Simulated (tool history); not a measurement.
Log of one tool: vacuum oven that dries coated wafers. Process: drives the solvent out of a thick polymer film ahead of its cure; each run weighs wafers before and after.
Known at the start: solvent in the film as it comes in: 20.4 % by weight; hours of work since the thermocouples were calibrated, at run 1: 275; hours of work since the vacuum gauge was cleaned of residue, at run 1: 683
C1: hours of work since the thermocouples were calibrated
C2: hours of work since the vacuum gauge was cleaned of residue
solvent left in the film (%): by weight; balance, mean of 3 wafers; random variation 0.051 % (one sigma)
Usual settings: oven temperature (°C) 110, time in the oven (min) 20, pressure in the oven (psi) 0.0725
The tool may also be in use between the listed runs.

{"run": 1, "day": 0.0, "oven temperature (°C)": 110, "time in the oven (min)": 20, "pressure in the oven (psi)": 0.0725, "C1": 275, "C2": 683, "solvent left in the film (%)": 1.66}
{"run": 2, "day": 2.454, "oven temperature (°C)": 110, "time in the oven (min)": 24, "pressure in the oven (psi)": 0.0725, "C1": 318, "C2": 725, "solvent left in the film (%)": 1.22}
{"run": 3, "day": 5.696, "oven temperature (°C)": 110, "time in the oven (min)": 24, "pressure in the oven (psi)": 0.0725, "C1": 374, "C2": 781, "solvent left in the film (%)": 1.3}
{"run": 4, "day": 8.171, "oven temperature (°C)": 110, "time in the oven (min)": 24, "pressure in the oven (psi)": 0.0725, "C1": 417, "C2": 824, "solvent left in the film (%)": 1.39}
{"run": 5, "day": 10.012, "oven temperature (°C)": 110, "time in the oven (min)": 30, "pressure in the oven (psi)": 0.0725, "C1": 449, "C2": 856, "solvent left in the film (%)": 1.07}
{"run": 6, "day": 11.883, "oven temperature (°C)": 110, "time in the oven (min)": 30, "pressure in the oven (psi)": 0.0725, "C1": 481, "C2": 888, "solvent left in the film (%)": 1.08}
{"run": 7, "day": 14.029, "oven temperature (°C)": 110, "time in the oven (min)": 30, "pressure in the oven (psi)": 0.0506, "C1": 518, "C2": 926, "solvent left in the film (%)": 1.03}
{"run": 8, "day": 15.992, "oven temperature (°C)": 110, "time in the oven (min)": 30, "pressure in the oven (psi)": 0.0506, "C1": 552, "C2": 960, "solvent left in the film (%)": 0.93}
{"run": 9, "day": 18.738, "oven temperature (°C)": 110, "time in the oven (min)": 30, "pressure in the oven (psi)": 0.0506, "C1": 600, "C2": 1007, "solvent left in the film (%)": 0.91}
{"run": 10, "day": 21.442, "oven temperature (°C)": 110, "time in the oven (min)": 30, "pressure in the oven (psi)": 0.0506, "C1": 647, "C2": 1054, "solvent left in the film (%)": 1.04}
{"run": 11, "day": 23.575, "oven temperature (°C)": 110, "time in the oven (min)": 23, "pressure in the oven (psi)": 0.0725, "C1": 684, "C2": 1091, "solvent left in the film (%)": 1.46}
{"run": 12, "day": 25.846, "oven temperature (°C)": 110, "time in the oven (min)": 23, "pressure in the oven (psi)": 0.0725, "C1": 723, "C2": 1130, "solvent left in the film (%)": 1.53}
{"run": 13, "day": 27.679, "oven temperature (°C)": 97, "time in the oven (min)": 23, "pressure in the oven (psi)": 0.0725, "C1": 755, "C2": 1162, "solvent left in the film (%)": 4.88}
{"run": 14, "day": 31.6, "oven temperature (°C)": 97, "time in the oven (min)": 17, "pressure in the oven (psi)": 0.0373, "C1": 822, "C2": 1230, "solvent left in the film (%)": 6.3}
{"run": 15, "day": 35.162, "oven temperature (°C)": 97, "time in the oven (min)": 17, "pressure in the oven (psi)": 0.0373, "C1": 884, "C2": 1291, "solvent left in the film (%)": 6.21}
{"run": 16, "day": 38.175, "oven temperature (°C)": 121, "time in the oven (min)": 22, "pressure in the oven (psi)": 0.1933, "C1": 936, "C2": 1344, "solvent left in the film (%)": 1.59}
{"run": 17, "day": 41.746, "oven temperature (°C)": 121, "time in the oven (min)": 22, "pressure in the oven (psi)": 0.1933, "C1": 998, "C2": 1406, "solvent left in the film (%)": 1.6}
{"day": 44.058, "done": "oven's thermocouples calibrated"}
{"run": 18, "day": 45.088, "oven temperature (°C)": 96, "time in the oven (min)": 19, "pressure in the oven (psi)": 0.1933, "C1": 18, "C2": 1462, "solvent left in the film (%)": 7.06}
{"run": 19, "day": 46.688, "oven temperature (°C)": 96, "time in the oven (min)": 19, "pressure in the oven (psi)": 0.1933, "C1": 46, "C2": 1490, "solvent left in the film (%)": 7.02}
{"run": 20, "day": 49.379, "oven temperature (°C)": 104, "time in the oven (min)": 13, "pressure in the oven (psi)": 0.0599, "C1": 92, "C2": 1536, "solvent left in the film (%)": 4.82}
{"run": 21, "day": 53.217, "oven temperature (°C)": 104, "time in the oven (min)": 13, "pressure in the oven (psi)": 0.0599, "C1": 159, "C2": 1603, "solvent left in the film (%)": 4.8}
{"run": 22, "day": 56.417, "oven temperature (°C)": 104, "time in the oven (min)": 13, "pressure in the oven (psi)": 0.0599, "C1": 214, "C2": 1658, "solvent left in the film (%)": 4.75}
{"run": 23, "day": 58.283, "oven temperature (°C)": 122, "time in the oven (min)": 13, "pressure in the oven (psi)": 0.0725, "C1": 246, "C2": 1690, "solvent left in the film (%)": 1.16}
{"run": 24, "day": 60.083, "oven temperature (°C)": 122, "time in the oven (min)": 13, "pressure in the oven (psi)": 0.0725, "C1": 278, "C2": 1722, "solvent left in the film (%)": 1.05}

Forecast each of these 4 alternatives for the next run:
{"run": "A", "day": 62.067, "oven temperature (°C)": 101, "time in the oven (min)": 13, "pressure in the oven (psi)": 0.0725, "C1": 312, "C2": 1756, "solvent left in the film (%)": "?"}
{"run": "B", "day": 62.067, "oven temperature (°C)": 98, "time in the oven (min)": 20, "pressure in the oven (psi)": 0.1523, "C1": 312, "C2": 1756, "solvent left in the film (%)": "?"}
{"run": "C", "day": 62.067, "oven temperature (°C)": 118, "time in the oven (min)": 19, "pressure in the oven (psi)": 0.1007, "C1": 312, "C2": 1756, "solvent left in the film (%)": "?"}
{"run": "D", "day": 62.067, "oven temperature (°C)": 124, "time in the oven (min)": 10, "pressure in the oven (psi)": 0.1484, "C1": 312, "C2": 1756, "solvent left in the film (%)": "?"}

run=A solvent_left_in_the_film_(%)=6.15
run=B solvent_left_in_the_film_(%)=5.74
run=C solvent_left_in_the_film_(%)=1.28
run=D solvent_left_in_the_film_(%)=1.56
Without the tool's hidden state the same runs would have given:
run=A solvent_left_in_the_film_(%)=5.39
run=B solvent_left_in_the_film_(%)=4.84
run=C solvent_left_in_the_film_(%)=0.73
run=D solvent_left_in_the_film_(%)=1.11
